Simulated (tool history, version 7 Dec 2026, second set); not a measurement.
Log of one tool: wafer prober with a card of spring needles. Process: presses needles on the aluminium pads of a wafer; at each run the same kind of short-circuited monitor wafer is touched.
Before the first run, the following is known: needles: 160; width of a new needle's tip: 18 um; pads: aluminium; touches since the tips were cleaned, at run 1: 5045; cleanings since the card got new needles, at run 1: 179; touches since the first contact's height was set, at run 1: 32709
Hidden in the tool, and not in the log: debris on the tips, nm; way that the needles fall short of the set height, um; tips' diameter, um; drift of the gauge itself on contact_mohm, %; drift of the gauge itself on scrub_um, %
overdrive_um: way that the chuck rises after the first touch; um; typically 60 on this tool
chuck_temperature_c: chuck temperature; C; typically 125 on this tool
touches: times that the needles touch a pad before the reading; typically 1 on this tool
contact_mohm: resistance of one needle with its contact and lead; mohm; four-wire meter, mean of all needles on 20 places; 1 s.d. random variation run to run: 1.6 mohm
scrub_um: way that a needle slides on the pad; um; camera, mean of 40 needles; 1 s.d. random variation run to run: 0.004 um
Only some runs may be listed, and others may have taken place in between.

run   hour  overdrive_um  chuck_temperature_c  touches  touches since the tips were cleaned  cleanings since the card got new needles  touches since the first contact's height was set  contact_mohm  scrub_um
  1    0.0            60                  125        1                                 5045                                       179                                             32709           234     9.036
       4.7  -- tips cleaned on abrasive film
      14.0  -- tips cleaned on abrasive film
      25.6  -- tips cleaned on abrasive film
      37.1  -- tips cleaned on abrasive film
  2   40.0            60                  125        1                                 2188                                       183                                             62464           216     9.008
      46.8  -- tips cleaned on abrasive film
      58.2  -- tips cleaned on abrasive film
      67.5  -- tips cleaned on abrasive film
  3   76.5            42                  125        1                                 6757                                       186                                             89685           326     6.269
      78.9  -- tips cleaned on abrasive film
      88.2  -- tips cleaned on abrasive film
      99.6  -- tips cleaned on abrasive film
     108.9  -- height of the first contact set anew
     110.6  -- tips cleaned on abrasive film
  4  110.6            60                  125        1                                    0                                       190                                              1194           163     9.060
     122.1  -- tips cleaned on abrasive film
     133.1  -- tips cleaned on abrasive film
  5  133.1            60                  125        1                                    0                                       192                                             17967           159     9.040
     144.7  -- tips cleaned on abrasive film
     155.9  -- tips cleaned on abrasive film
     165.2  -- tips cleaned on abrasive film
     176.6  -- tips cleaned on abrasive film
  6  180.7            60                   69        1                                 3066                                       196                                             53466           228     9.017
     187.6  -- tips cleaned on abrasive film
     196.9  -- tips cleaned on abrasive film
     206.2  -- tips cleaned on abrasive film
  7  212.9            60                   69        1                                 5030                                       199                                             77418           235     9.001
     217.6  -- tips cleaned on abrasive film
     229.2  -- tips cleaned on abrasive film
     240.6  -- tips cleaned on abrasive film
     252.0  -- tips cleaned on abrasive film
     261.3  -- tips cleaned on abrasive film
     262.7  -- height of the first contact set anew
  8  262.7            60                   69        1                                  837                                       204                                                 0           182     9.066
     272.0  -- tips cleaned on abrasive film
     283.6  -- tips cleaned on abrasive film
     295.1  -- tips cleaned on abrasive film
     306.5  -- tips cleaned on abrasive film
  9  309.5            60                   69        1                                 2189                                       208                                             34833           221     9.032
     316.3  -- tips cleaned on abrasive film
     325.6  -- tips cleaned on abrasive film
     334.9  -- tips cleaned on abrasive film
 10  340.8            60                   69        1                                 4445                                       211                                             58148           234     9.011
     345.5  -- tips cleaned on abrasive film
     357.1  -- tips cleaned on abrasive film
     368.6  -- tips cleaned on abrasive film
     380.0  -- tips cleaned on abrasive film
 11  380.0            60                  125        1                                    0                                       215                                             87330           162     9.000
     389.3  -- tips cleaned on abrasive film
     400.7  -- tips cleaned on abrasive film
     412.0  -- tips cleaned on abrasive film
     416.9  -- height of the first contact set anew
     421.6  -- tips cleaned on abrasive film
 12  422.2            60                  125        1                                  441                                       219                                              3899           175     9.050
     431.1  -- tips cleaned on abrasive film
     440.4  -- tips cleaned on abrasive film
 13  443.7            60                  125        1                                 2470                                       221                                             19931           216     9.039
     450.7  -- tips cleaned on abrasive film
     460.0  -- tips cleaned on abrasive film
 14  465.9            60                  125        1                                 4438                                       223                                             36472           238     9.031
     470.6  -- tips cleaned on abrasive film
     479.9  -- tips cleaned on abrasive film
     491.5  -- tips cleaned on abrasive film
     500.8  -- tips cleaned on abrasive film
     510.1  -- tips cleaned on abrasive film
 15  515.6            51                  125        1                                 4136                                       228                                             73451           268     7.632
     520.3  -- tips cleaned on abrasive film
     531.8  -- tips cleaned on abrasive film
     543.2  -- tips cleaned on abrasive film
 16  547.9            46                   99        2                                 3496                                       231                                             97526           240     6.859
     552.6  -- tips cleaned on abrasive film
     564.0  -- tips cleaned on abrasive film
     570.1  -- height of the first contact set anew
 17  570.1            55                   79        1                                 4427                                       233                                                 0           258     8.304
     574.8  -- tips cleaned on abrasive film
     586.1  -- tips cleaned on abrasive film
 18  594.9            44                   74        3                                 6594                                       235                                             18478           213     6.632
     597.3  -- tips cleaned on abrasive film
     606.6  -- tips cleaned on abrasive film
     618.2  -- tips cleaned on abrasive film
     629.8  -- tips cleaned on abrasive film
     641.3  -- tips cleaned on abrasive film
 19  641.3            48                   36        2                                    0                                       240                                             52936           149     7.206
     652.5  -- tips cleaned on abrasive film
     663.9  -- tips cleaned on abrasive film
 20  667.0            48                   36        2                                 2327                                       242                                             72140           207     7.188
     673.8  -- tips cleaned on abrasive film
     685.2  -- tips cleaned on abrasive film
     696.8  -- tips cleaned on abrasive film
     708.8  -- card fitted with new needles
 21  717.7            74                   27        1                                 6651                                         0                                              6651           191    11.175
     720.1  -- tips cleaned on abrasive film
     729.4  -- tips cleaned on abrasive film
     738.7  -- tips cleaned on abrasive film
     750.1  -- tips cleaned on abrasive film
 22  750.9            61                   82        1                                  586                                         4                                             31306           170     9.190
     759.9  -- tips cleaned on abrasive film
     771.0  -- tips cleaned on abrasive film
 23  775.1            44                   54        1                                 3089                                         6                                             49401           256     6.604
     782.1  -- tips cleaned on abrasive film
     791.4  -- tips cleaned on abrasive film
 24  796.9            53                  103        1                                 4106                                         8                                             65610           231     7.958
     801.6  -- tips cleaned on abrasive film
     813.2  -- tips cleaned on abrasive film
     823.8  -- tips cleaned on abrasive film
 25  823.8            53                  103        1                                    0                                        11                                             85593           153     7.940
     834.9  -- tips cleaned on abrasive film
     844.2  -- tips cleaned on abrasive film
     855.7  -- tips cleaned on abrasive film
 26  861.3            45                   80        1                                 4166                                        14                                            113540           265     6.708

A few steps of contact_mohm between consecutive runs. Split each: what settings, incoming material and random variation would produce without the hidden state, and what is left over for the hidden state, along with gauge scatter present in only one of the two compared results (measured, and without hidden state):
Run 3 -> 4: overdrive_um 42 -> 60, tips cleaned on abrasive film, tips cleaned on abrasive film, tips cleaned on abrasive film, height of the first contact set anew, tips cleaned on abrasive film. contact_mohm -163 mohm: hidden state -162, all else -1.
Run 25 -> 26: overdrive_um 53 -> 45, chuck_temperature_c 103 -> 80, tips cleaned on abrasive film, tips cleaned on abrasive film, tips cleaned on abrasive film. contact_mohm +112 mohm: hidden state +114, all else -2.
